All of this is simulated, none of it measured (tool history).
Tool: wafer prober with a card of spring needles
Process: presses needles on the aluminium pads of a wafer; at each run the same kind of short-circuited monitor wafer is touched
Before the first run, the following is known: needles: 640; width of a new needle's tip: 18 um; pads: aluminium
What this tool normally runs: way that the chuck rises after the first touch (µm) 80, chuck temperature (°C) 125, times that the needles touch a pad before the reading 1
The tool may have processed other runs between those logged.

run,hour,way that the chuck rises after the first touch (µm),chuck temperature (°C),times that the needles touch a pad before the reading,resistance of one needle with its contact and lead (mohm),way that a needle slides on the pad (µm)
1,0.0,80,125,1,229,14.75
# hour 5.6: tips cleaned on abrasive film
# hour 18.2: tips cleaned on abrasive film
# hour 31.9: tips cleaned on abrasive film
2,33.3,80,125,1,230,14.63
# hour 44.1: tips cleaned on abrasive film
# hour 57.9: tips cleaned on abrasive film
# hour 70.8: tips cleaned on abrasive film
3,74.0,76,125,1,231,14.05
# hour 82.3: tips cleaned on abrasive film
# hour 95.7: tips cleaned on abrasive film
# hour 108.8: tips cleaned on abrasive film
4,113.6,76,125,1,232,14.04
# hour 121.3: tips cleaned on abrasive film
# hour 132.4: tips cleaned on abrasive film
5,137.3,76,125,1,229,13.96
# hour 145.6: tips cleaned on abrasive film
# hour 158.3: tips cleaned on abrasive film
# hour 170.9: tips cleaned on abrasive film
6,175.3,76,125,2,231,14.00
# hour 183.4: tips cleaned on abrasive film
# hour 196.5: tips cleaned on abrasive film
7,196.5,80,125,2,229,14.82
# hour 202.4: height of the first contact set anew
# hour 207.9: tips cleaned on abrasive film
8,218.7,80,125,2,230,14.89
# hour 221.5: tips cleaned on abrasive film
# hour 235.0: tips cleaned on abrasive film
# hour 247.9: tips cleaned on abrasive film
9,247.9,80,125,2,225,14.69
# hour 261.1: tips cleaned on abrasive film
# hour 274.7: tips cleaned on abrasive film
10,275.1,80,125,2,227,14.91
# hour 285.9: tips cleaned on abrasive film
# hour 298.2: tips cleaned on abrasive film
# hour 312.0: tips cleaned on abrasive film
11,315.8,80,125,2,231,14.82
# hour 324.1: tips cleaned on abrasive film
# hour 336.5: tips cleaned on abrasive film
# hour 349.6: tips cleaned on abrasive film
12,352.6,80,125,2,230,14.84
# hour 360.9: tips cleaned on abrasive film
# hour 374.6: tips cleaned on abrasive film
13,380.5,71,125,1,234,13.21
# hour 386.1: tips cleaned on abrasive film
# hour 398.6: tips cleaned on abrasive film
14,409.5,71,125,1,232,13.31
# hour 412.3: tips cleaned on abrasive film
# hour 426.1: tips cleaned on abrasive film
# hour 438.5: tips cleaned on abrasive film
# hour 451.8: tips cleaned on abrasive film
15,456.3,89,45,2,212,16.53
# hour 463.7: tips cleaned on abrasive film
# hour 476.9: tips cleaned on abrasive film
# hour 490.7: tips cleaned on abrasive film
16,495.7,69,77,1,223,12.81
# hour 504.0: tips cleaned on abrasive film
# hour 517.4: tips cleaned on abrasive film
# hour 529.1: tips cleaned on abrasive film
17,529.1,76,29,1,208,14.19
# hour 542.2: tips cleaned on abrasive film
# hour 555.3: tips cleaned on abrasive film
18,555.6,60,79,2,224,11.11
# hour 568.8: tips cleaned on abrasive film
# hour 581.9: tips cleaned on abrasive film
# hour 595.2: tips cleaned on abrasive film
19,597.4,86,79,1,218,16.00
# hour 608.3: tips cleaned on abrasive film
# hour 622.1: tips cleaned on abrasive film
20,632.6,86,79,1,213,15.98
# hour 635.4: tips cleaned on abrasive film
# hour 648.8: tips cleaned on abrasive film
# hour 661.6: tips cleaned on abrasive film
21,665.2,80,50,2,210,14.76
# hour 673.4: tips cleaned on abrasive film
# hour 673.7: height of the first contact set anew
# hour 686.8: tips cleaned on abrasive film
22,692.9,80,86,1,222,14.98
# hour 700.0: tips cleaned on abrasive film
# hour 713.3: tips cleaned on abrasive film
# hour 724.4: tips cleaned on abrasive film
23,730.1,66,118,1,235,12.36
# hour 738.1: tips cleaned on abrasive film
# hour 750.8: tips cleaned on abrasive film
# hour 764.2: tips cleaned on abrasive film
24,771.7,92,125,1,227,17.24

What does the tool deliver on the next run?
# hour 776.5: tips cleaned on abrasive film
# hour 790.2: tips cleaned on abrasive film
# hour 803.3: tips cleaned on abrasive film
# hour 817.0: tips cleaned on abrasive film
25,817.0,83,125,1,?,?

Run 25 gave resistance of one needle with its contact and lead (mohm) 232, way that a needle slides on the pad (µm) 15.57.
With no hidden state in the tool, this same run would have given resistance of one needle with its contact and lead (mohm) 232, way that a needle slides on the pad (µm) 15.30.
